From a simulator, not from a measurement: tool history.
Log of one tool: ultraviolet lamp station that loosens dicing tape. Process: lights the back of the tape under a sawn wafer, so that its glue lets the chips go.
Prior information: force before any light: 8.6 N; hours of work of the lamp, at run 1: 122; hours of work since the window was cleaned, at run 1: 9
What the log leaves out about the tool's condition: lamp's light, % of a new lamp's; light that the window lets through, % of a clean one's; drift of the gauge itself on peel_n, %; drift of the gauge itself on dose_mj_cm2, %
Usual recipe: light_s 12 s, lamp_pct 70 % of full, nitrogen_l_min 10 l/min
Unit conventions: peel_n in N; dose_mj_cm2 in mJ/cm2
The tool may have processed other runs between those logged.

run	hour	light_s	lamp_pct	nitrogen_l_min	hours of work of the lamp	hours of work since the window was cleaned	peel_n	dose_mj_cm2
1	0	12	70	10	122	9	1.525	280
2	11.2	12	70	10	130	17	1.559	275
3	16.4	12	70	10	134	20	1.527	278
4	27.7	21	70	10	141	28	0.553	475
5	34.3	12	70	10	146	33	1.62	269
6	40.2	12	70	10	150	37	1.597	273
7	49.7	12	70	10	157	43	1.609	269
8	55.6	12	70	10	161	48	1.621	268
9	63.4	12	70	10	166	53	1.653	263
10	72.4	12	70	10	172	59	1.619	265
11	80.5	12	70	5	178	65	2.546	265
12	90.7	12	70	5	185	72	2.431	265
13	97.3	12	70	5	189	76	2.49	261
14	104.9	16	70	10	195	82	1.046	349
15	111.5	16	98	10	199	86	0.565	483
16	117.8	16	98	10	204	90	0.573	483
17	129.9	16	98	10	212	99	0.589	480
18	139.5	14	98	10	219	105	0.743	420
19	149.9	14	98	10	226	113	0.775	411
20	160.8	14	98	10	233	120	0.768	404
21	172.6	14	98	10	241	128	0.78	407
22	181.9	6	88	5	248	135	4.053	157
23	192.4	12	62	10	255	142	2.22	223
24	204.3	20	96	16	263	150	0.32	556
25	215.8	7	63	10	271	158	3.732	127
# hour 217.3: window cleaned of glue's vapour
26	224.9	12	70	10	277	5	1.994	234
27	234.7	12	70	10	284	12	1.996	232

What will run 28 give?
28	245.4	12	68	15	291	19	?	?

{"run 28": {"peel_n": 1.706, "dose_mj_cm2": 223}}
Were there no unlogged condition in the tool, this run, its random variation unchanged, would have produced peel_n 1.143 N, dose_mj_cm2 285 mJ/cm2.

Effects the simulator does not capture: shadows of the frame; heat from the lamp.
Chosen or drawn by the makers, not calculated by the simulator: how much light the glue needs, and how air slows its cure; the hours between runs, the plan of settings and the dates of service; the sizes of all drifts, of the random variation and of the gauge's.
